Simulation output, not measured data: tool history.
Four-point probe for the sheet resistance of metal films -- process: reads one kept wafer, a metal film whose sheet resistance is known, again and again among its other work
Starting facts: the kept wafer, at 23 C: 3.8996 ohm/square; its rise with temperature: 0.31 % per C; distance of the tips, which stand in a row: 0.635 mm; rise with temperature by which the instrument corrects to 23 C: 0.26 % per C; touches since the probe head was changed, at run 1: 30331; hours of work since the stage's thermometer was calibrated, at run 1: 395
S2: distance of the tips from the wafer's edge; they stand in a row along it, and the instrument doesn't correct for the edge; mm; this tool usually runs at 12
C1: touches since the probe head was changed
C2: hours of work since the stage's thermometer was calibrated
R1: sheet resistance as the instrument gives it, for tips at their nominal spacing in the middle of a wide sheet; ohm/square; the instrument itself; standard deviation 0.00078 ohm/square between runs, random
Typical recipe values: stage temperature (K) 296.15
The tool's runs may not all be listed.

{"run": 1, "hour": 0.0, "stage temperature (K)": 296.15, "S2": 12, "C1": 30331, "C2": 395, "R1": 3.896065}
{"run": 2, "hour": 27.1, "stage temperature (K)": 296.15, "S2": 12, "C1": 31392, "C2": 413, "R1": 3.896093}
{"run": 3, "hour": 54.6, "stage temperature (K)": 296.15, "S2": 12, "C1": 32463, "C2": 431, "R1": 3.896382}
{"run": 4, "hour": 93.7, "stage temperature (K)": 296.15, "S2": 12, "C1": 33990, "C2": 457, "R1": 3.895558}
{"run": 5, "hour": 114.2, "stage temperature (K)": 296.15, "S2": 12, "C1": 34794, "C2": 470, "R1": 3.895811}
{"run": 6, "hour": 156.7, "stage temperature (K)": 296.15, "S2": 12, "C1": 36451, "C2": 498, "R1": 3.89402}
{"run": 7, "hour": 192.1, "stage temperature (K)": 300.15, "S2": 12, "C1": 37837, "C2": 522, "R1": 3.901601}
{"run": 8, "hour": 219.8, "stage temperature (K)": 296.15, "S2": 8, "C1": 38917, "C2": 540, "R1": 3.902069}
{"run": 9, "hour": 254.3, "stage temperature (K)": 296.15, "S2": 8, "C1": 40264, "C2": 563, "R1": 3.901346}
{"hour": 258.5, "done": "stage's thermometer calibrated"}
{"run": 10, "hour": 273.5, "stage temperature (K)": 296.15, "S2": 8, "C1": 40996, "C2": 10, "R1": 3.902404}
{"run": 11, "hour": 303.8, "stage temperature (K)": 296.15, "S2": 8, "C1": 42180, "C2": 30, "R1": 3.902958}
{"run": 12, "hour": 329.3, "stage temperature (K)": 296.15, "S2": 8, "C1": 43175, "C2": 47, "R1": 3.901172}
{"run": 13, "hour": 357.2, "stage temperature (K)": 296.15, "S2": 8, "C1": 44268, "C2": 65, "R1": 3.901232}
{"run": 14, "hour": 397.9, "stage temperature (K)": 296.15, "S2": 8, "C1": 45856, "C2": 92, "R1": 3.901836}
{"run": 15, "hour": 416.9, "stage temperature (K)": 304.15, "S2": 3, "C1": 46597, "C2": 105, "R1": 3.994941}
{"run": 16, "hour": 448.8, "stage temperature (K)": 293.15, "S2": 26, "C1": 47846, "C2": 126, "R1": 3.883265}
{"hour": 462.2, "done": "stage's thermometer calibrated, once more"}
{"run": 17, "hour": 493.0, "stage temperature (K)": 293.15, "S2": 26, "C1": 49553, "C2": 20, "R1": 3.879961}
{"run": 18, "hour": 532.2, "stage temperature (K)": 293.15, "S2": 26, "C1": 51084, "C2": 46, "R1": 3.877308}
{"run": 19, "hour": 575.7, "stage temperature (K)": 296.15, "S2": 4, "C1": 52782, "C2": 75, "R1": 3.93658}
{"run": 20, "hour": 607.6, "stage temperature (K)": 293.15, "S2": 49, "C1": 54028, "C2": 96, "R1": 3.877521}
{"run": 21, "hour": 651.7, "stage temperature (K)": 302.15, "S2": 6, "C1": 55751, "C2": 125, "R1": 3.916936}
{"run": 22, "hour": 675.0, "stage temperature (K)": 302.15, "S2": 6, "C1": 56663, "C2": 141, "R1": 3.915174}
{"run": 23, "hour": 707.8, "stage temperature (K)": 302.15, "S2": 6, "C1": 57943, "C2": 162, "R1": 3.914906}
{"run": 24, "hour": 745.4, "stage temperature (K)": 306.15, "S2": 20, "C1": 59412, "C2": 187, "R1": 3.900632}
{"run": 25, "hour": 765.5, "stage temperature (K)": 306.15, "S2": 20, "C1": 60196, "C2": 200, "R1": 3.900207}

Predict each of these 3 candidate next runs independently; none follows another, all start after run 25:
{"run": "A", "hour": 784.3, "stage temperature (K)": 307.15, "S2": 9, "C1": 60932, "C2": 213, "R1": "?"}
{"run": "B", "hour": 784.3, "stage temperature (K)": 307.15, "S2": 5, "C1": 60932, "C2": 213, "R1": "?"}
{"run": "C", "hour": 784.3, "stage temperature (K)": 291.15, "S2": 3, "C1": 60932, "C2": 213, "R1": "?"}

run=A R1=3.910983
run=B R1=3.934065
run=C R1=3.964534
Stripped of hidden state, with their random variation kept, the same runs would have yielded:
run=A R1=3.929331
run=B R1=3.952512
run=C R1=3.983065
